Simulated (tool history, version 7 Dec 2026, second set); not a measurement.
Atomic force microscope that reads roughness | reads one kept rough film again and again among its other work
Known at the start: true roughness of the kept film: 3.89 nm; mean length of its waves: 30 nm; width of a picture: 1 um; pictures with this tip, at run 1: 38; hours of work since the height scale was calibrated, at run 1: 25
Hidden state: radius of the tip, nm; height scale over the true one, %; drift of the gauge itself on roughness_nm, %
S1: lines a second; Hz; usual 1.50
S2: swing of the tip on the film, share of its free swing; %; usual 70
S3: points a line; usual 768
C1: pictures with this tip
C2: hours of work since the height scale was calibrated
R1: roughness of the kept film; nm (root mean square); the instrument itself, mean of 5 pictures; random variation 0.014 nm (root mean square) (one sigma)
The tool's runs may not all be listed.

| run | hour | S1 | S2 | S3 | C1 | C2 | R1 |
|---|---|---|---|---|---|---|---|
| 1 | 0.0 | 1.50 | 70 | 768 | 38 | 25 | 3.201 |
| 2 | 12.6 | 1.50 | 70 | 768 | 48 | 31 | 3.194 |
| 3 | 26.7 | 1.50 | 70 | 768 | 58 | 38 | 3.219 |
| 4 | 37.0 | 2.08 | 70 | 768 | 66 | 43 | 3.123 |
| 5 | 51.6 | 2.08 | 70 | 768 | 77 | 50 | 3.145 |
| 6 | 59.2 | 1.50 | 70 | 768 | 83 | 54 | 3.225 |
| 7 | 66.7 | 1.50 | 73 | 768 | 89 | 57 | 3.187 |
| 8 | 73.7 | 1.50 | 73 | 768 | 94 | 61 | 3.141 |
|  | 85.0 | new tip fitted |
| 9 | 88.1 | 1.50 | 73 | 768 | 3 | 67 | 3.175 |
| 10 | 97.5 | 1.50 | 73 | 768 | 10 | 72 | 3.203 |
| 11 | 112.1 | 1.50 | 70 | 768 | 21 | 79 | 3.230 |
| 12 | 119.7 | 1.50 | 70 | 768 | 27 | 83 | 3.231 |
| 13 | 126.7 | 1.50 | 70 | 768 | 32 | 86 | 3.231 |
| 14 | 139.8 | 1.27 | 70 | 768 | 42 | 93 | 3.246 |
| 15 | 147.1 | 1.27 | 70 | 768 | 47 | 96 | 3.245 |
| 16 | 155.0 | 1.50 | 70 | 768 | 53 | 100 | 3.235 |
| 17 | 164.0 | 1.50 | 70 | 768 | 60 | 104 | 3.219 |
| 18 | 174.4 | 1.50 | 70 | 768 | 68 | 109 | 3.226 |
| 19 | 188.0 | 1.50 | 64 | 768 | 78 | 116 | 3.303 |
| 20 | 197.7 | 1.50 | 70 | 768 | 86 | 121 | 3.208 |
| 21 | 208.6 | 1.50 | 70 | 768 | 94 | 126 | 3.209 |
|  | 219.9 | new tip fitted |
| 22 | 219.9 | 1.50 | 70 | 615 | 0 | 131 | 3.222 |
| 23 | 227.4 | 1.90 | 70 | 615 | 6 | 135 | 3.182 |
| 24 | 239.7 | 1.90 | 70 | 615 | 15 | 141 | 3.151 |
| 25 | 252.6 | 1.90 | 70 | 615 | 25 | 147 | 3.174 |
| 26 | 267.1 | 1.90 | 70 | 615 | 36 | 154 | 3.162 |
| 27 | 274.7 | 0.75 | 70 | 768 | 42 | 158 | 3.320 |
| 28 | 289.1 | 0.75 | 70 | 768 | 53 | 165 | 3.353 |
| 29 | 296.3 | 1.67 | 63 | 308 | 58 | 169 | 3.273 |
| 30 | 305.1 | 1.67 | 85 | 834 | 65 | 173 | 2.946 |
| 31 | 317.2 | 1.67 | 85 | 834 | 74 | 179 | 2.925 |
| 32 | 325.3 | 1.67 | 85 | 834 | 80 | 183 | 2.932 |
| 33 | 331.5 | 2.56 | 70 | 768 | 85 | 186 | 3.068 |
| 34 | 340.0 | 1.19 | 55 | 313 | 91 | 190 | 3.352 |
|  | 354.2 | new tip fitted |
| 35 | 354.9 | 0.51 | 70 | 950 | 0 | 197 | 3.398 |
| 36 | 369.4 | 0.51 | 70 | 950 | 11 | 204 | 3.373 |
| 37 | 376.2 | 0.51 | 70 | 950 | 16 | 207 | 3.393 |
| 38 | 388.8 | 1.50 | 70 | 295 | 26 | 214 | 3.203 |
| 39 | 400.3 | 1.50 | 70 | 295 | 35 | 219 | 3.185 |
| 40 | 415.2 | 1.50 | 70 | 295 | 46 | 226 | 3.183 |
| 41 | 427.6 | 0.51 | 70 | 384 | 55 | 232 | 3.373 |
| 42 | 442.1 | 0.51 | 70 | 384 | 66 | 240 | 3.330 |
| 43 | 453.3 | 0.89 | 70 | 438 | 75 | 245 | 3.301 |
| 44 | 468.3 | 1.43 | 77 | 614 | 86 | 252 | 3.133 |
| 45 | 481.4 | 0.62 | 69 | 256 | 96 | 259 | 3.325 |
|  | 489.1 | new tip fitted |
| 46 | 491.1 | 0.62 | 69 | 256 | 1 | 263 | 3.330 |
| 47 | 503.7 | 1.36 | 75 | 366 | 11 | 269 | 3.154 |
| 48 | 510.8 | 1.61 | 62 | 859 | 16 | 273 | 3.311 |
| 49 | 523.0 | 1.61 | 62 | 859 | 25 | 279 | 3.319 |
| 50 | 532.5 | 0.60 | 61 | 587 | 33 | 283 | 3.410 |
| 51 | 544.3 | 1.50 | 89 | 863 | 42 | 289 | 2.904 |
| 52 | 559.4 | 1.11 | 70 | 570 | 53 | 296 | 3.270 |
| 53 | 571.0 | 1.11 | 80 | 386 | 62 | 302 | 3.152 |
| 54 | 586.1 | 3.07 | 79 | 634 | 73 | 309 | 2.758 |

Hidden state at the last listed run before each entry between runs and at the first one after, where it differs:
Between runs 8 and 9: new tip fitted (hour 85.0)
  radius of the tip, nm: 7.2 -> 7
Between runs 21 and 22: new tip fitted (hour 219.9)
  radius of the tip, nm: 7.2 -> 7
Between runs 34 and 35: new tip fitted (hour 354.2)
  radius of the tip, nm: 7.2 -> 7
Between runs 45 and 46: new tip fitted (hour 489.1)
  radius of the tip, nm: 7.2 -> 7
